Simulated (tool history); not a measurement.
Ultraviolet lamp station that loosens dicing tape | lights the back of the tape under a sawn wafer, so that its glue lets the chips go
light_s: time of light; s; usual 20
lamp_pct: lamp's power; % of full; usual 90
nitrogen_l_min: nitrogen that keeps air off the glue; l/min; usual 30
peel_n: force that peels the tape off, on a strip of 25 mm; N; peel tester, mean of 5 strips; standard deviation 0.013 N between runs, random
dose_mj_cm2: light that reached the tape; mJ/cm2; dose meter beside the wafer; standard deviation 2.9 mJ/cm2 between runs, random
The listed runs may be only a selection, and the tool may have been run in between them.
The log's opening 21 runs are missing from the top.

| run | hour | light_s | lamp_pct | nitrogen_l_min | peel_n | dose_mj_cm2 |
|---|---|---|---|---|---|---|
|  | 536.5 | lamp changed |
| 22 | 551.2 | 20 | 90 | 24 | 0.792 | 385 |
| 23 | 586.1 | 33 | 65 | 14 | 0.707 | 452 |
| 24 | 604.2 | 33 | 65 | 14 | 0.741 | 441 |
| 25 | 620.8 | 13 | 65 | 11 | 3.527 | 172 |
| 26 | 636.1 | 35 | 90 | 50 | 0.185 | 637 |
| 27 | 671.3 | 35 | 90 | 50 | 0.191 | 630 |
|  | 680.1 | window cleaned of glue's vapour |
| 28 | 698.6 | 13 | 90 | 34 | 1.652 | 243 |
| 29 | 730.5 | 33 | 90 | 11 | 0.385 | 615 |
| 30 | 764.9 | 33 | 90 | 11 | 0.398 | 599 |
| 31 | 794.4 | 33 | 90 | 11 | 0.426 | 591 |
| 32 | 815.7 | 20 | 77 | 30 | 1.117 | 303 |
| 33 | 845.1 | 16 | 61 | 22 | 2.594 | 193 |
| 34 | 860.9 | 39 | 90 | 30 | 0.184 | 683 |
| 35 | 892.8 | 40 | 90 | 58 | 0.162 | 686 |
| 36 | 925.2 | 24 | 82 | 58 | 0.619 | 369 |
| 37 | 940.0 | 29 | 87 | 14 | 0.664 | 473 |
| 38 | 959.6 | 29 | 87 | 14 | 0.660 | 467 |
| 39 | 993.3 | 29 | 87 | 14 | 0.701 | 450 |
| 40 | 1012.2 | 10 | 88 | 30 | 3.047 | 153 |
| 41 | 1043.6 | 35 | 71 | 11 | 0.885 | 434 |
| 42 | 1059.6 | 13 | 90 | 11 | 3.008 | 201 |
|  | 1067.9 | window cleaned of glue's vapour |
| 43 | 1095.9 | 20 | 75 | 53 | 1.186 | 274 |

Consider 3 possible next runs. They are alternatives, not a sequence: every one starts from the tool as it was left by run 43. What does each give?
| A | 1120.8 | 12 | 90 | 30 | ? | ? |
| B | 1120.8 | 20 | 90 | 54 | ? | ? |
| C | 1120.8 | 19 | 63 | 20 | ? | ? |

| run | peel_n | dose_mj_cm2 |
|---|---|---|
| A | 2.395 | 194 |
| B | 0.870 | 323 |
| C | 2.355 | 218 |
Without the tool's unlogged condition, the same runs would have read:
| run | peel_n | dose_mj_cm2 |
|---|---|---|
| A | 1.678 | 247 |
| B | 0.499 | 412 |
| C | 1.637 | 277 |
